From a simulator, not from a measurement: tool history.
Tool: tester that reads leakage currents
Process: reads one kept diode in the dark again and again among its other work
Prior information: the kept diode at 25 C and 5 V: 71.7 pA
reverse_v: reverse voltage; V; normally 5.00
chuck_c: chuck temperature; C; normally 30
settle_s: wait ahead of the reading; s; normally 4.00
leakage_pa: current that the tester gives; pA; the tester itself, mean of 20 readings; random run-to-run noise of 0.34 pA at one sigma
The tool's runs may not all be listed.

run 1 hour=0.0 | reverse_v=5.00 chuck_c=30 settle_s=4.00 | leakage_pa=131.63
run 2 hour=41.4 | reverse_v=5.00 chuck_c=52 settle_s=4.00 | leakage_pa=806.26
run 3 hour=111.6 | reverse_v=5.00 chuck_c=52 settle_s=4.00 | leakage_pa=812.53
run 4 hour=176.7 | reverse_v=5.00 chuck_c=52 settle_s=4.00 | leakage_pa=818.48
run 5 hour=243.6 | reverse_v=7.02 chuck_c=30 settle_s=4.00 | leakage_pa=160.49
-- hour=270.9 chuck's temperature calibrated
run 6 hour=280.9 | reverse_v=7.02 chuck_c=30 settle_s=4.00 | leakage_pa=139.73
run 7 hour=334.2 | reverse_v=7.02 chuck_c=30 settle_s=4.00 | leakage_pa=140.08
run 8 hour=384.9 | reverse_v=7.02 chuck_c=30 settle_s=4.00 | leakage_pa=142.25
-- hour=391.7 tester calibrated
run 9 hour=418.9 | reverse_v=5.00 chuck_c=51 settle_s=4.00 | leakage_pa=674.18
run 10 hour=467.6 | reverse_v=5.00 chuck_c=51 settle_s=0.31 | leakage_pa=677.99
run 11 hour=513.8 | reverse_v=5.00 chuck_c=51 settle_s=0.31 | leakage_pa=678.90
run 12 hour=553.1 | reverse_v=5.00 chuck_c=51 settle_s=0.31 | leakage_pa=681.31
-- hour=580.4 tester calibrated, once more
run 13 hour=611.3 | reverse_v=15.33 chuck_c=44 settle_s=0.39 | leakage_pa=709.87
run 14 hour=654.3 | reverse_v=16.47 chuck_c=23 settle_s=1.93 | leakage_pa=128.42
run 15 hour=717.0 | reverse_v=5.00 chuck_c=30 settle_s=0.36 | leakage_pa=122.71
run 16 hour=762.7 | reverse_v=16.37 chuck_c=27 settle_s=6.56 | leakage_pa=179.51
run 17 hour=817.9 | reverse_v=14.19 chuck_c=32 settle_s=0.38 | leakage_pa=259.15
run 18 hour=871.7 | reverse_v=14.19 chuck_c=32 settle_s=0.38 | leakage_pa=262.04
run 19 hour=936.6 | reverse_v=3.13 chuck_c=38 settle_s=0.38 | leakage_pa=188.77
run 20 hour=992.7 | reverse_v=7.02 chuck_c=55 settle_s=1.10 | leakage_pa=1126.25
run 21 hour=1030.4 | reverse_v=7.02 chuck_c=55 settle_s=1.10 | leakage_pa=1128.05
run 22 hour=1102.4 | reverse_v=3.78 chuck_c=22 settle_s=9.90 | leakage_pa=53.14
run 23 hour=1173.9 | reverse_v=3.78 chuck_c=22 settle_s=9.90 | leakage_pa=53.77
run 24 hour=1246.1 | reverse_v=1.47 chuck_c=59 settle_s=1.05 | leakage_pa=679.95

Difference, measured minus no-hidden-state, one row per run. Run-to-run variation is common to both terms; the gauge's own scatter need not be:
The tool's hidden condition here consists of: stray current of the dirty probe card, pA a volt; current scale over the true one, %; true chuck temperature over the reading, C; drift of the gauge itself on leakage_pa, %.
run=1 leakage_pa=+18.02
run=2 leakage_pa=+88.77
run=3 leakage_pa=+91.82
run=4 leakage_pa=+94.71
run=5 leakage_pa=+24.87
run=6 leakage_pa=+4.55
run=7 leakage_pa=+5.14
run=8 leakage_pa=+5.77
run=9 leakage_pa=+7.95
run=10 leakage_pa=+9.57
run=11 leakage_pa=+11.15
run=12 leakage_pa=+12.39
run=13 leakage_pa=+22.97
run=14 leakage_pa=+16.47
run=15 leakage_pa=+6.99
run=16 leakage_pa=+19.23
run=17 leakage_pa=+19.89
run=18 leakage_pa=+21.11
run=19 leakage_pa=+8.81
run=20 leakage_pa=+40.45
run=21 leakage_pa=+42.37
run=22 leakage_pa=+6.35
run=23 leakage_pa=+6.74
run=24 leakage_pa=+28.40

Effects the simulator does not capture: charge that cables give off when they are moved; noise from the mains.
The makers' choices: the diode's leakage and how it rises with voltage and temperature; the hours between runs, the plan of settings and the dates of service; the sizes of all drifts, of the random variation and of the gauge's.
